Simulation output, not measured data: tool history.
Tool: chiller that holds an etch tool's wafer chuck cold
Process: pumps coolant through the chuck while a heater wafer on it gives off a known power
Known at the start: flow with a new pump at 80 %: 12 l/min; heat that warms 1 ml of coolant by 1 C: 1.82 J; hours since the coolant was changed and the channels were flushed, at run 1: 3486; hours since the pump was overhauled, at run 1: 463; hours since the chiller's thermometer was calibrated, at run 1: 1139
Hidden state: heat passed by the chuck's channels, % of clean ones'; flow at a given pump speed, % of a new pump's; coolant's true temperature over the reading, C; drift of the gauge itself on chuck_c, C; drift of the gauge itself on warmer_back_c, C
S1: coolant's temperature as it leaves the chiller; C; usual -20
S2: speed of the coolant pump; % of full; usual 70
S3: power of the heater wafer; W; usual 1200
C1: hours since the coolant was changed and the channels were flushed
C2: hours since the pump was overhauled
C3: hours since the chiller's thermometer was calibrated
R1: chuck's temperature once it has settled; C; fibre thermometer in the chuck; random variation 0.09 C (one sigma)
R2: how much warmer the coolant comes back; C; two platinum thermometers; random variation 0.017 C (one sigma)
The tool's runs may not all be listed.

| run | hour | S1 | S2 | S3 | C1 | C2 | C3 | R1 | R2 |
|---|---|---|---|---|---|---|---|---|---|
| 1 | 0.0 | -20 | 70 | 1200 | 3486 | 463 | 1139 | -10.97 | 3.80 |
| 2 | 94.8 | -20 | 70 | 1200 | 3581 | 558 | 1233 | -10.98 | 3.80 |
| 3 | 174.5 | -20 | 70 | 745 | 3661 | 637 | 1313 | -14.30 | 2.34 |
| 4 | 249.5 | -20 | 70 | 745 | 3736 | 712 | 1388 | -14.34 | 2.34 |
| 5 | 306.3 | -20 | 70 | 745 | 3793 | 769 | 1445 | -14.19 | 2.37 |
| 6 | 380.4 | -20 | 70 | 745 | 3867 | 843 | 1519 | -14.32 | 2.38 |
| 7 | 471.8 | -20 | 70 | 1200 | 3958 | 935 | 1610 | -10.71 | 3.83 |
| 8 | 516.3 | -20 | 70 | 1200 | 4003 | 979 | 1655 | -10.83 | 3.86 |
| 9 | 557.8 | -20 | 70 | 1200 | 4044 | 1021 | 1697 | -10.76 | 3.84 |
| 10 | 607.9 | -20 | 70 | 1200 | 4094 | 1071 | 1747 | -10.81 | 3.84 |
| 11 | 658.9 | -20 | 70 | 1200 | 4145 | 1122 | 1798 | -10.67 | 3.85 |
| 12 | 749.5 | -17 | 73 | 823 | 4236 | 1212 | 1888 | -10.75 | 2.54 |
| 13 | 846.6 | -24 | 90 | 823 | 4333 | 1309 | 1985 | -18.75 | 1.98 |
| 14 | 899.1 | -29 | 75 | 823 | 4386 | 1362 | 2038 | -23.07 | 2.44 |
| 15 | 953.8 | -24 | 64 | 1289 | 4440 | 1417 | 2092 | -13.03 | 4.55 |
|  | 964.5 | coolant pump overhauled |
| 16 | 1018.3 | -30 | 70 | 831 | 4500 | 54 | 2152 | -23.40 | 2.67 |
| 17 | 1090.4 | -20 | 87 | 1702 | 4572 | 126 | 2224 | -8.96 | 4.30 |
|  | 1147.0 | coolant pump overhauled, once more |
| 18 | 1191.2 | -28 | 80 | 1101 | 4668 | 44 | 2320 | -20.19 | 3.06 |
| 19 | 1285.7 | -19 | 79 | 928 | 4762 | 139 | 2414 | -12.33 | 2.59 |
| 20 | 1360.1 | -26 | 77 | 1110 | 4837 | 213 | 2489 | -17.85 | 3.19 |
| 21 | 1412.9 | -26 | 77 | 1280 | 4889 | 266 | 2542 | -16.67 | 3.69 |

3 ways to go on from here, each from the tool as it stands after run 21. What would each give?
| A | 1488.9 | -23 | 75 | 1086 | 4965 | 342 | 2618 | ? | ? |
| B | 1488.9 | -24 | 84 | 1200 | 4965 | 342 | 2618 | ? | ? |
| C | 1488.9 | -26 | 77 | 1582 | 4965 | 342 | 2618 | ? | ? |

| run | R1 | R2 |
|---|---|---|
| A | -14.76 | 3.23 |
| B | -15.85 | 3.15 |
| C | -14.46 | 4.56 |
Without the tool's hidden state the same runs would have given:
| run | R1 | R2 |
|---|---|---|
| A | -15.85 | 3.21 |
| B | -16.94 | 3.12 |
| C | -15.92 | 4.53 |

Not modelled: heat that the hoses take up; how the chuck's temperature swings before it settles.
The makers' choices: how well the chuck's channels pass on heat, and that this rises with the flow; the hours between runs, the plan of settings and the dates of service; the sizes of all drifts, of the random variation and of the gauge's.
